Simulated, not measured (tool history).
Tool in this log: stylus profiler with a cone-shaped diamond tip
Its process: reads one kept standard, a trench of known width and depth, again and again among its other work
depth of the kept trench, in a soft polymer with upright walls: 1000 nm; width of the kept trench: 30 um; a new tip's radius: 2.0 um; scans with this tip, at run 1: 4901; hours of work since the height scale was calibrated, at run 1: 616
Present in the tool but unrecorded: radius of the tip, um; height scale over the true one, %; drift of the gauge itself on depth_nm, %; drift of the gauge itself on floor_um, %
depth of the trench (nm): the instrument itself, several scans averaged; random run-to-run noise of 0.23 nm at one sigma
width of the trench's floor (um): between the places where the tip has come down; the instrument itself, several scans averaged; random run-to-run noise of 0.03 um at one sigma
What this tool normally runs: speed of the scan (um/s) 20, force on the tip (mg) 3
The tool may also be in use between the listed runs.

| run | day | speed of the scan (um/s) | force on the tip (mg) | scans with this tip | hours of work since the height scale was calibrated | depth of the trench (nm) | width of the trench's floor (um) |
|---|---|---|---|---|---|---|---|
| 1 | 0 | 20 | 3 | 4901 | 616 | 1008.75 | 26.43 |
| 2 | 1.346 | 20 | 3 | 5029 | 633 | 1008.78 | 26.43 |
| 3 | 2.029 | 20 | 3 | 5094 | 641 | 1008.71 | 26.39 |
| 4 | 3.204 | 20 | 3 | 5206 | 655 | 1008.43 | 26.36 |
| 5 | 4.288 | 20 | 5.05 | 5309 | 668 | 1012.51 | 26.47 |
| 6 | 5.571 | 20 | 5.05 | 5431 | 683 | 1012.34 | 26.43 |
| 7 | 7.058 | 20 | 5.05 | 5572 | 701 | 1012.06 | 26.45 |
| 8 | 8.575 | 42 | 3 | 5717 | 719 | 1008.51 | 26.27 |
| 9 | 9.429 | 20 | 3 | 5798 | 729 | 1008.25 | 26.33 |
| 10 | 10.662 | 20 | 3 | 5916 | 744 | 1008.67 | 26.44 |
| 11 | 11.529 | 20 | 3.08 | 5998 | 754 | 1008.89 | 26.39 |
| 12 | 12.796 | 20 | 3.08 | 6118 | 770 | 1008.92 | 26.39 |
| 13 | 13.692 | 20 | 3.08 | 6204 | 780 | 1009.02 | 26.45 |
| 14 | 15.125 | 39 | 3 | 6340 | 797 | 1008.69 | 26.32 |
| 15 | 16.575 | 39 | 3 | 6478 | 815 | 1008.81 | 26.29 |
| 16 | 17.788 | 75 | 3 | 6593 | 829 | 1008.44 | 26.08 |
| 17 | 19.288 | 20 | 2.48 | 6736 | 847 | 1007.59 | 26.43 |
| 18 | 20.429 | 20 | 3 | 6845 | 861 | 1008.75 | 26.41 |
| 19 | 21.788 | 20 | 3 | 6974 | 877 | 1008.66 | 26.44 |
| 20 | 23.167 | 20 | 3 | 7105 | 894 | 1008.65 | 26.39 |
| 21 | 24.55 | 20 | 3 | 7237 | 910 | 1008.32 | 26.42 |
| 22 | 25.846 | 20 | 1.26 | 7360 | 926 | 1004.81 | 26.31 |
| 23 | 26.675 | 20 | 3 | 7439 | 936 | 1008.52 | 26.37 |
| 24 | 27.879 | 13 | 2.54 | 7553 | 950 | 1008.09 | 26.44 |
| 25 | 29.292 | 16 | 5.11 | 7688 | 967 | 1012.37 | 26.47 |
| 26 | 30.146 | 8 | 3.24 | 7769 | 977 | 1009.2 | 26.53 |
| 27 | 31.571 | 8 | 3.25 | 7905 | 994 | 1009.58 | 26.53 |
| 28 | 33.217 | 8 | 3.25 | 8061 | 1014 | 1009.44 | 26.48 |
| 29 | 33.975 | 8 | 3.25 | 8133 | 1023 | 1009.23 | 26.45 |
| 30 | 35.004 | 41 | 2.29 | 8231 | 1035 | 1007.08 | 26.24 |
| 31 | 36.142 | 34 | 2.2 | 8339 | 1049 | 1007.13 | 26.32 |

Run 32 is up next; what results do you expect?
| 32 | 37.062 | 34 | 2.2 | 8427 | 1060 | ? | ? |

depth of the trench (nm): 1007.08
width of the trench's floor (um): 26.25
Minus the tool's unlogged condition, the same run would have read depth of the trench (nm) 1007.07, width of the trench's floor (um) 26.27.
